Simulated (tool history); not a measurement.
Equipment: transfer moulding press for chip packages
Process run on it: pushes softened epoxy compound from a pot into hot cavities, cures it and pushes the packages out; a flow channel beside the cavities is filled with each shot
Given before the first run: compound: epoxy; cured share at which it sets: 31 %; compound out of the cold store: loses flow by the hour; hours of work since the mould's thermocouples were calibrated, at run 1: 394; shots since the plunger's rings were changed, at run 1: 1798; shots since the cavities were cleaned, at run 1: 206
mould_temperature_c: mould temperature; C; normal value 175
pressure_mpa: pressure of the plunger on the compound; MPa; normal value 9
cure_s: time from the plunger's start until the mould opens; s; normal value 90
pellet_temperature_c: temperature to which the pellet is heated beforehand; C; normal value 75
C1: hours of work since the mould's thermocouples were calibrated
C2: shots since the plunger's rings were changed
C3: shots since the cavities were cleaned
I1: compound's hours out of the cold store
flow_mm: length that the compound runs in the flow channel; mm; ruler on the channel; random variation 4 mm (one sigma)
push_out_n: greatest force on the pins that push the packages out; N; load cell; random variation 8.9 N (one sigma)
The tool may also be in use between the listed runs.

{"run": 1, "day": 0.0, "mould_temperature_c": 175, "pressure_mpa": 9, "cure_s": 90, "pellet_temperature_c": 75, "C1": 394, "C2": 1798, "C3": 206, "I1": 39, "flow_mm": 682, "push_out_n": 480}
{"run": 2, "day": 1.292, "mould_temperature_c": 175, "pressure_mpa": 10.93, "cure_s": 90, "pellet_temperature_c": 75, "C1": 416, "C2": 2208, "C3": 616, "I1": 8.5, "flow_mm": 838, "push_out_n": 573}
{"day": 1.75, "done": "cavities cleaned with cleaning compound and waxed"}
{"run": 3, "day": 2.196, "mould_temperature_c": 175, "pressure_mpa": 9, "cure_s": 90, "pellet_temperature_c": 75, "C1": 430, "C2": 2473, "C3": 141, "I1": 45.8, "flow_mm": 652, "push_out_n": 630}
{"run": 4, "day": 3.233, "mould_temperature_c": 175, "pressure_mpa": 8.74, "cure_s": 90, "pellet_temperature_c": 75, "C1": 447, "C2": 2802, "C3": 470, "I1": 36.6, "flow_mm": 658, "push_out_n": 649}
{"day": 4.075, "done": "cavities cleaned with cleaning compound and waxed"}
{"run": 5, "day": 4.096, "mould_temperature_c": 173, "pressure_mpa": 8.74, "cure_s": 90, "pellet_temperature_c": 75, "C1": 460, "C2": 3055, "C3": 7, "I1": 9.4, "flow_mm": 733, "push_out_n": 458}
{"day": 4.921, "done": "cavities cleaned with cleaning compound and waxed, once more"}
{"run": 6, "day": 5.0, "mould_temperature_c": 173, "pressure_mpa": 8.74, "cure_s": 90, "pellet_temperature_c": 75, "C1": 474, "C2": 3321, "C3": 26, "I1": 44.5, "flow_mm": 637, "push_out_n": 450}
{"run": 7, "day": 6.15, "mould_temperature_c": 173, "pressure_mpa": 8.74, "cure_s": 90, "pellet_temperature_c": 75, "C1": 493, "C2": 3685, "C3": 390, "I1": 12.6, "flow_mm": 714, "push_out_n": 618}
{"day": 6.742, "done": "plunger's sealing rings changed"}
{"run": 8, "day": 6.842, "mould_temperature_c": 173, "pressure_mpa": 8.74, "cure_s": 90, "pellet_temperature_c": 75, "C1": 503, "C2": 32, "C3": 576, "I1": 11.2, "flow_mm": 767, "push_out_n": 642}
{"day": 7.367, "done": "cavities cleaned with cleaning compound and waxed"}
{"day": 8.004, "done": "mould's thermocouples calibrated"}
{"run": 9, "day": 8.062, "mould_temperature_c": 173, "pressure_mpa": 8.74, "cure_s": 90, "pellet_temperature_c": 75, "C1": 1, "C2": 371, "C3": 193, "I1": 10.5, "flow_mm": 772, "push_out_n": 564}
{"run": 10, "day": 8.962, "mould_temperature_c": 173, "pressure_mpa": 8.74, "cure_s": 90, "pellet_temperature_c": 75, "C1": 16, "C2": 657, "C3": 479, "I1": 37.2, "flow_mm": 696, "push_out_n": 624}
{"run": 11, "day": 9.533, "mould_temperature_c": 175, "pressure_mpa": 9.17, "cure_s": 90, "pellet_temperature_c": 75, "C1": 25, "C2": 837, "C3": 659, "I1": 45.4, "flow_mm": 683, "push_out_n": 592}
{"day": 9.792, "done": "cavities cleaned with cleaning compound and waxed"}
{"run": 12, "day": 10.738, "mould_temperature_c": 175, "pressure_mpa": 9.17, "cure_s": 90, "pellet_temperature_c": 75, "C1": 44, "C2": 1198, "C3": 299, "I1": 38.1, "flow_mm": 701, "push_out_n": 525}
{"run": 13, "day": 11.883, "mould_temperature_c": 175, "pressure_mpa": 9.17, "cure_s": 90, "pellet_temperature_c": 75, "C1": 64, "C2": 1561, "C3": 662, "I1": 29.1, "flow_mm": 716, "push_out_n": 605}
{"day": 12.158, "done": "cavities cleaned with cleaning compound and waxed"}
{"run": 14, "day": 13.242, "mould_temperature_c": 175, "pressure_mpa": 9.17, "cure_s": 90, "pellet_temperature_c": 75, "C1": 85, "C2": 1971, "C3": 343, "I1": 21.7, "flow_mm": 730, "push_out_n": 562}
{"run": 15, "day": 14.146, "mould_temperature_c": 175, "pressure_mpa": 9.17, "cure_s": 90, "pellet_temperature_c": 75, "C1": 100, "C2": 2257, "C3": 629, "I1": 14.6, "flow_mm": 748, "push_out_n": 604}
{"day": 14.525, "done": "cavities cleaned with cleaning compound and waxed"}
{"run": 16, "day": 14.888, "mould_temperature_c": 173, "pressure_mpa": 9.17, "cure_s": 128, "pellet_temperature_c": 75, "C1": 112, "C2": 2472, "C3": 114, "I1": 30.1, "flow_mm": 702, "push_out_n": 387}
{"run": 17, "day": 15.992, "mould_temperature_c": 168, "pressure_mpa": 9, "cure_s": 90, "pellet_temperature_c": 67, "C1": 130, "C2": 2822, "C3": 464, "I1": 20.3, "flow_mm": 726, "push_out_n": 890}
{"day": 16.846, "done": "cavities cleaned with cleaning compound and waxed"}
{"run": 18, "day": 17.238, "mould_temperature_c": 168, "pressure_mpa": 7.54, "cure_s": 90, "pellet_temperature_c": 65, "C1": 150, "C2": 3196, "C3": 124, "I1": 42.9, "flow_mm": 604, "push_out_n": 708}
{"run": 19, "day": 18.067, "mould_temperature_c": 175, "pressure_mpa": 9, "cure_s": 90, "pellet_temperature_c": 79, "C1": 163, "C2": 3458, "C3": 386, "I1": 36.6, "flow_mm": 667, "push_out_n": 542}
{"run": 20, "day": 18.838, "mould_temperature_c": 175, "pressure_mpa": 10.51, "cure_s": 85, "pellet_temperature_c": 76, "C1": 176, "C2": 3702, "C3": 630, "I1": 10.4, "flow_mm": 788, "push_out_n": 679}
{"day": 19.221, "done": "cavities cleaned with cleaning compound and waxed"}
{"day": 19.421, "done": "plunger's sealing rings changed"}
{"run": 21, "day": 20.0, "mould_temperature_c": 175, "pressure_mpa": 10.51, "cure_s": 85, "pellet_temperature_c": 76, "C1": 193, "C2": 184, "C3": 214, "I1": 41.7, "flow_mm": 749, "push_out_n": 532}
{"run": 22, "day": 20.638, "mould_temperature_c": 175, "pressure_mpa": 10.51, "cure_s": 85, "pellet_temperature_c": 76, "C1": 203, "C2": 384, "C3": 414, "I1": 39.9, "flow_mm": 746, "push_out_n": 600}
{"run": 23, "day": 21.417, "mould_temperature_c": 175, "pressure_mpa": 7.7, "cure_s": 92, "pellet_temperature_c": 78, "C1": 216, "C2": 631, "C3": 661, "I1": 8.7, "flow_mm": 721, "push_out_n": 603}
{"day": 21.696, "done": "cavities cleaned with cleaning compound and waxed"}
{"run": 24, "day": 22.562, "mould_temperature_c": 175, "pressure_mpa": 7.7, "cure_s": 92, "pellet_temperature_c": 78, "C1": 234, "C2": 973, "C3": 273, "I1": 27.1, "flow_mm": 666, "push_out_n": 510}
{"run": 25, "day": 23.488, "mould_temperature_c": 168, "pressure_mpa": 7.99, "cure_s": 71, "pellet_temperature_c": 68, "C1": 250, "C2": 1267, "C3": 567, "I1": 27.9, "flow_mm": 693, "push_out_n": 1515}
{"day": 24.033, "done": "cavities cleaned with cleaning compound and waxed"}
{"run": 26, "day": 24.633, "mould_temperature_c": 168, "pressure_mpa": 7.99, "cure_s": 71, "pellet_temperature_c": 68, "C1": 268, "C2": 1609, "C3": 190, "I1": 33.9, "flow_mm": 663, "push_out_n": 1302}
{"run": 27, "day": 25.838, "mould_temperature_c": 174, "pressure_mpa": 9, "cure_s": 85, "pellet_temperature_c": 82, "C1": 288, "C2": 1991, "C3": 572, "I1": 12.1, "flow_mm": 748, "push_out_n": 686}

Some steps in flow_mm between neighbouring runs. How much of each would the tool show without its hidden state too (settings, what came in, random variation), and how much is left for the hidden state, with any gauge scatter that isn't in both results?
Unlogged tool condition in this case: true mould temperature over the reading, C; pressure that reaches the compound, % of what is set; grip of the stained cavities, % over clean ones'; drift of the gauge itself on flow_mm, %; drift of the gauge itself on push_out_n, %.
Run 1 -> 2: pressure_mpa 9 -> 10.93. flow_mm +156 mm: hidden state -12, all else +168.
Run 2 -> 3: pressure_mpa 10.93 -> 9, cavities cleaned with cleaning compound and waxed. flow_mm -186 mm: hidden state +4, all else -190.
Run 7 -> 8: plunger's sealing rings changed. flow_mm +53 mm: hidden state +51, all else +2.
Run 20 -> 21: cavities cleaned with cleaning compound and waxed, plunger's sealing rings changed. flow_mm -39 mm: hidden state +54, all else -93.

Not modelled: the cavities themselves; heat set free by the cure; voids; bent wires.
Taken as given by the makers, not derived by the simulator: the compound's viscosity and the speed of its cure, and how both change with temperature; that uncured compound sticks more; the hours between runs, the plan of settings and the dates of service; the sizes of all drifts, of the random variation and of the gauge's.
